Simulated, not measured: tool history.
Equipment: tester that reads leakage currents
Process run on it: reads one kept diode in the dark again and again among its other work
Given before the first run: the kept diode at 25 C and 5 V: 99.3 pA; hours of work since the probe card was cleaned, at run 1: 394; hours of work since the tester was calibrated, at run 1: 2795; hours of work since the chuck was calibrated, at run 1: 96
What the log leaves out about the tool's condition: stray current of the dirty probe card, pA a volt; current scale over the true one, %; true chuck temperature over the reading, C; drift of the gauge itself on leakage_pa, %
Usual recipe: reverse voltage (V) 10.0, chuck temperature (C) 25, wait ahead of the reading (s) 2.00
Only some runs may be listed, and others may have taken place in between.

run	hour	reverse voltage (V)	chuck temperature (C)	wait ahead of the reading (s)	hours of work since the probe card was cleaned	hours of work since the tester was calibrated	hours of work since the chuck was calibrated	current that the tester gives (pA)
1	0.0	10.0	25	2.00	394	2795	96	149.97
2	82.6	10.0	25	1.46	442	2843	145	150.50
3	180.8	10.0	25	2.00	499	2900	202	148.87
4	253.1	6.1	25	2.00	541	2943	244	111.09
5	320.4	5.8	25	2.00	580	2982	283	107.97
6	414.6	5.8	25	2.00	635	3037	338	106.48
7	538.0	5.8	25	2.00	707	3108	409	105.75
8	637.0	2.3	21	2.08	764	3166	467	42.74
# hour 650.6: tester calibrated
9	733.1	4.3	25	2.00	819	48	522	88.45
10	850.9	1.0	32	2.00	888	117	590	70.32
11	926.0	9.0	32	0.84	931	160	634	248.91
12	1050.2	1.1	42	8.32	1004	233	706	169.53
13	1173.1	13.2	36	8.52	1075	304	778	424.23
# hour 1190.3: tester calibrated, once more
14	1296.3	2.7	35	9.55	1146	62	848	153.10

How the hidden state differs across the entries between the runs, from the last listed run before each to the first after it:
Between runs 8 and 9: tester calibrated (hour 650.6)
  stray current of the dirty probe card, pA a volt: 0.55 -> 0.589; current scale over the true one, %: 0.82 -> 1.36; true chuck temperature over the reading, C: -0.73 -> -0.81
  measured less the result without the state, current that the tester gives (pA): -1.34 -> -2.82
Between runs 13 and 14: tester calibrated, once more (hour 1190.3)
  stray current of the dirty probe card, pA a volt: 0.79 -> 0.841; current scale over the true one, %: 1.41 -> -0.05; true chuck temperature over the reading, C: -1.23 -> -1.34
  measured less the result without the state, current that the tester gives (pA): -28.87 -> -16.20
